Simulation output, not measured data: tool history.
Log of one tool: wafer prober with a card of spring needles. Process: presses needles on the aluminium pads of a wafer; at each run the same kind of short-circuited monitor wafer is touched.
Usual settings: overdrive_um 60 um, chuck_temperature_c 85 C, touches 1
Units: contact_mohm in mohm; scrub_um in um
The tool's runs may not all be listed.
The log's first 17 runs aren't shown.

run	hour	overdrive_um	chuck_temperature_c	touches	touches since the tips were cleaned	cleanings since the card got new needles	touches since the first contact's height was set	contact_mohm	scrub_um
# hour 330.2: tips cleaned on abrasive film
# hour 347.3: tips cleaned on abrasive film
18	355.5	78	109	1	2976	35	54531	241	11.41
# hour 366.7: tips cleaned on abrasive film
19	376.0	60	85	2	3383	36	61967	236	8.77
# hour 385.4: tips cleaned on abrasive film
# hour 391.8: gauge calibrated
20	392.2	57	33	1	2479	37	67866	222	8.51
# hour 403.3: tips cleaned on abrasive film
21	409.0	52	49	1	2090	38	73959	229	7.76
# hour 421.3: tips cleaned on abrasive film
22	432.7	53	39	2	4127	39	82538	227	7.90
# hour 439.7: tips cleaned on abrasive film
23	446.0	59	30	1	2299	40	87371	222	8.80
# hour 457.9: tips cleaned on abrasive film
24	467.0	45	85	1	3336	41	94992	241	6.67
# hour 475.4: tips cleaned on abrasive film
25	490.1	67	104	1	5388	42	103387	238	9.97
# hour 493.5: tips cleaned on abrasive film
26	510.1	67	104	1	6058	43	110621	239	9.95
# hour 512.2: tips cleaned on abrasive film
27	524.4	72	101	1	4420	44	115792	237	10.69
# hour 531.7: tips cleaned on abrasive film
28	540.7	53	85	1	3303	45	121731	239	7.85
# hour 549.2: tips cleaned on abrasive film
# hour 566.1: tips cleaned on abrasive film
29	566.1	40	85	1	0	47	130920	241	5.91
# hour 585.4: tips cleaned on abrasive film
30	590.8	54	49	1	1988	48	139881	228	7.96
# hour 602.4: tips cleaned on abrasive film
31	614.3	48	36	2	4367	49	148416	225	7.09

3 ways to go on from here, each from the tool as it stands after run 31. What would each give?
# hour 620.4: tips cleaned on abrasive film
A	628.0	65	101	1	2767	50	153369	?	?
# hour 620.4: tips cleaned on abrasive film
B	628.0	62	85	1	2767	50	153369	?	?
# hour 620.4: tips cleaned on abrasive film
C	628.0	46	32	1	2767	50	153369	?	?

run	contact_mohm	scrub_um
A	240	9.59
B	235	9.12
C	227	6.80
Without the tool's hidden state the same runs would have given:
run	contact_mohm	scrub_um
A	239	9.73
B	235	9.25
C	226	6.90
